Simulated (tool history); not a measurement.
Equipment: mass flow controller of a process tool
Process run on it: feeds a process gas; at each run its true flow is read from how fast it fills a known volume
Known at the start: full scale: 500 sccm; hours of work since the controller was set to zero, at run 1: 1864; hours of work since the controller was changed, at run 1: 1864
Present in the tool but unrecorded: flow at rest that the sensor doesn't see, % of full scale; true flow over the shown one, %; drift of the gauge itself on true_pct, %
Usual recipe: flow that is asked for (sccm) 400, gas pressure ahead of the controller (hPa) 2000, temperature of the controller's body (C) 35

run	hour	flow that is asked for (sccm)	gas pressure ahead of the controller (hPa)	temperature of the controller's body (C)	hours of work since the controller was set to zero	hours of work since the controller was changed	true flow (%)
1	0	400	2000	35	1864	1864	100.51
2	71.2	400	2000	35	1905	1905	100.64
3	140.5	400	2000	35	1945	1945	100.68
4	197	400	2000	27	1978	1978	100.17
5	280.6	400	2000	27	2026	2026	100.1
6	381.8	400	2700	27	2085	2085	100.07
7	453.6	123	2000	35	2126	2126	100.45
8	498.5	123	2000	35	2152	2152	100.37
9	599.6	127	2000	35	2211	2211	100.54
10	670.9	393	2000	35	2252	2252	100.93
11	729.4	393	2000	35	2286	2286	101.04
12	808.2	393	2000	35	2331	2331	101.21
13	875.5	400	1520	21	2370	2370	100.36
14	924.6	148	2000	35	2399	2399	100.81
15	967.7	400	2640	24	2424	2424	100.06
16	1019.6	400	2640	24	2454	2454	100.15
17	1106.7	400	2640	24	2504	2504	100.29
18	1152.8	107	2660	29	2531	2531	100.18
19	1195.6	107	2660	29	2555	2555	100.28
20	1296.3	107	2660	29	2614	2614	100.22
21	1357.2	107	2660	29	2649	2649	100.33
22	1415.7	161	2000	35	2683	2683	101.2
23	1502.6	161	2000	35	2733	2733	101.31
# hour 1507: gauge calibrated
24	1604.3	161	2000	27	2792	2792	99.71

3 ways to go on from here, each from the tool as it stands after run 24. What would each give?
A	1683.9	118	2000	23	2838	2838	?
B	1683.9	400	2640	35	2838	2838	?
C	1683.9	400	1950	33	2838	2838	?

run	true flow (%)
A	99.43
B	100.34
C	100.58
Without the tool's unlogged condition, the same runs would have read:
run	true flow (%)
A	99.31
B	100.21
C	100.45

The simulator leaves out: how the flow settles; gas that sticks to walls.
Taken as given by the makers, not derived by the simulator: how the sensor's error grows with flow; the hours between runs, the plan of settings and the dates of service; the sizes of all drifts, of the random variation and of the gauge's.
